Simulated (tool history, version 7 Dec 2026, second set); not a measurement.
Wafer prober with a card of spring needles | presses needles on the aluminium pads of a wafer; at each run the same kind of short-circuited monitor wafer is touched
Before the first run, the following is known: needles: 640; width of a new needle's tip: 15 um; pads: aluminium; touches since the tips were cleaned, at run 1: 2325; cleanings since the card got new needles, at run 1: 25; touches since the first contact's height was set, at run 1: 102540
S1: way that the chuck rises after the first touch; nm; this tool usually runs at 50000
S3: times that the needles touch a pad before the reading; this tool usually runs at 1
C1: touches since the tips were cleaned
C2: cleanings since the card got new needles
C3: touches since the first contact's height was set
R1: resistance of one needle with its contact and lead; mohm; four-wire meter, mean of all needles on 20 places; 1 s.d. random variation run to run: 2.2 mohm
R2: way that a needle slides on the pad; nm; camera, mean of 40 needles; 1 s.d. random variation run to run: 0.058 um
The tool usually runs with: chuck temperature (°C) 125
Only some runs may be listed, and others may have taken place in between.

Run 1, day 0: usual settings; C1 2325; C2 25; C3 102540. Result: R1 265 mohm, R2 9060 nm.
At day 0.233: tips cleaned on abrasive film.
Run 2, day 0.517: usual settings; C1 1643; C2 26; C3 105531. Result: R1 260 mohm, R2 9070 nm.
At day 0.842: tips cleaned on abrasive film.
Run 3, day 1.067: usual settings; C1 1318; C2 27; C3 108719. Result: R1 257 mohm, R2 8950 nm.
Run 4, day 1.388: usual settings but chuck temperature (°C) 41; C1 3178; C2 27; C3 110579. Result: R1 253 mohm, R2 9090 nm.
At day 1.454: tips cleaned on abrasive film.
Run 5, day 1.696: usual settings but chuck temperature (°C) 72; C1 1390; C2 28; C3 112351. Result: R1 247 mohm, R2 8990 nm.
Run 6, day 2.029: usual settings; C1 3342; C2 28; C3 114303. Result: R1 272 mohm, R2 9000 nm.
At day 2.067: tips cleaned on abrasive film.
Run 7, day 2.304: usual settings; C1 1376; C2 29; C3 115883. Result: R1 258 mohm, R2 9010 nm.
At day 2.675: tips cleaned on abrasive film.
Run 8, day 2.888: usual settings; C1 1255; C2 30; C3 119273. Result: R1 259 mohm, R2 8950 nm.
At day 3.275: tips cleaned on abrasive film.
Run 9, day 3.358: usual settings; C1 468; C2 31; C3 121978. Result: R1 254 mohm, R2 8870 nm.
Run 10, day 3.804: usual settings but S3 2; C1 3083; C2 31; C3 124593. Result: R1 262 mohm, R2 8990 nm.
At day 3.883: tips cleaned on abrasive film.
Run 11, day 4.204: usual settings but S3 2; C1 1865; C2 32; C3 126886. Result: R1 257 mohm, R2 9000 nm.
Run 12, day 4.471: usual settings; C1 3435; C2 32; C3 128456. Result: R1 270 mohm, R2 8810 nm.
At day 4.517: tips cleaned on abrasive film.
Run 13, day 5.05: usual settings but S1 45000 nm; C1 3110; C2 33; C3 131805. Result: R1 274 mohm, R2 8050 nm.
At day 5.129: tips cleaned on abrasive film.
Run 14, day 5.475: usual settings but S1 45000 nm; C1 2014; C2 34; C3 134264. Result: R1 269 mohm, R2 7900 nm.
At day 5.758: tips cleaned on abrasive film.
Run 15, day 5.996: usual settings but S1 45000 nm; C1 1377; C2 35; C3 137274. Result: R1 266 mohm, R2 7940 nm.
At day 6.192: height of the first contact set anew.
Run 16, day 6.346: usual settings but chuck temperature (°C) 34; C1 3357; C2 35; C3 919. Result: R1 247 mohm, R2 9660 nm.
At day 6.379: tips cleaned on abrasive film.
Run 17, day 6.721: usual settings but S3 2; C1 1992; C2 36; C3 3083. Result: R1 259 mohm, R2 9640 nm.
At day 7.012: tips cleaned on abrasive film.
Run 18, day 7.246: usual settings but S1 34000 nm, chuck temperature (°C) 76, S3 2; C1 1360; C2 37; C3 6112. Result: R1 253 mohm, R2 6450 nm.
Run 19, day 7.592: usual settings but S1 40000 nm, chuck temperature (°C) 60, S3 3; C1 3377; C2 37; C3 8129. Result: R1 249 mohm, R2 7620 nm.
At day 7.625: tips cleaned on abrasive film.
Run 20, day 7.862: usual settings but S1 44000 nm, chuck temperature (°C) 67, S3 3; C1 1389; C2 38; C3 9687. Result: R1 238 mohm, R2 8240 nm.
At day 8.233: tips cleaned on abrasive film.
Run 21, day 8.396: usual settings; C1 944; C2 39; C3 12771. Result: R1 254 mohm, R2 9430 nm.
At day 8.838: tips cleaned on abrasive film.
Run 22, day 8.871: usual settings but S1 66000 nm; C1 187; C2 40; C3 15522. Result: R1 248 mohm, R2 12580 nm.
Run 23, day 9.417: usual settings but S1 41000 nm, chuck temperature (°C) 80; C1 3371; C2 40; C3 18706. Result: R1 268 mohm, R2 7750 nm.
At day 9.471: tips cleaned on abrasive film.
Run 24, day 9.8: usual settings but S1 44000 nm, chuck temperature (°C) 87, S3 2; C1 1923; C2 41; C3 20911. Result: R1 251 mohm, R2 8260 nm.
At day 10.067: tips cleaned on abrasive film.
Run 25, day 10.329: usual settings but S1 42000 nm, chuck temperature (°C) 25, S3 2; C1 1519; C2 42; C3 23969. Result: R1 231 mohm, R2 7900 nm.
Run 26, day 10.608: usual settings but S1 31000 nm, chuck temperature (°C) 35, S3 2; C1 3168; C2 42; C3 25618. Result: R1 265 mohm, R2 5770 nm.
At day 10.679: tips cleaned on abrasive film.
Run 27, day 10.996: usual settings but S1 31000 nm, chuck temperature (°C) 84; C1 1852; C2 43; C3 27837. Result: R1 282 mohm, R2 5810 nm.
Run 28, day 11.246: usual settings but S1 42000 nm, chuck temperature (°C) 32, S3 2; C1 3312; C2 43; C3 29297. Result: R1 248 mohm, R2 7880 nm.
At day 11.288: tips cleaned on abrasive film.
Run 29, day 11.579: usual settings but S1 42000 nm, chuck temperature (°C) 32, S3 2; C1 1702; C2 44; C3 31233. Result: R1 242 mohm, R2 7960 nm.
At day 11.929: tips cleaned on abrasive film.
Run 30, day 11.971: usual settings but S1 60000 nm, chuck temperature (°C) 46; C1 228; C2 45; C3 33473. Result: R1 229 mohm, R2 11380 nm.
Run 31, day 12.404: usual settings but S1 63000 nm, chuck temperature (°C) 96; C1 2772; C2 45; C3 36017. Result: R1 251 mohm, R2 11770 nm.
At day 12.546: tips cleaned on abrasive film.
Run 32, day 12.725: usual settings but S1 67000 nm, chuck temperature (°C) 34; C1 1045; C2 46; C3 37861. Result: R1 228 mohm, R2 12630 nm.
Run 33, day 13.012: usual settings but S1 46000 nm, chuck temperature (°C) 57, S3 2; C1 2720; C2 46; C3 39536. Result: R1 242 mohm, R2 8560 nm.

Alternative continuations, all from the tool just after run 33; predict every row:
At day 13.162: tips cleaned on abrasive film.
Run A, day 13.4: usual settings but S1 57000 nm, chuck temperature (°C) 69; C1 1398; C2 47; C3 41777. Result: R1 ?, R2 ?.
At day 13.162: tips cleaned on abrasive film.
Run B, day 13.4: usual settings but S3 2; C1 1398; C2 47; C3 41777. Result: R1 ?, R2 ?.
At day 13.162: tips cleaned on abrasive film.
Run C, day 13.4: usual settings but S1 51000 nm, chuck temperature (°C) 47, S3 2; C1 1398; C2 47; C3 41777. Result: R1 ?, R2 ?.

run   R1     R2
  A  241  10630
  B  252   9340
  C  233   9490
Take away the tool's hidden state, keep each run's random variation, and the runs would have read:
run   R1     R2
  A  228  10840
  B  242   9550
  C  223   9700
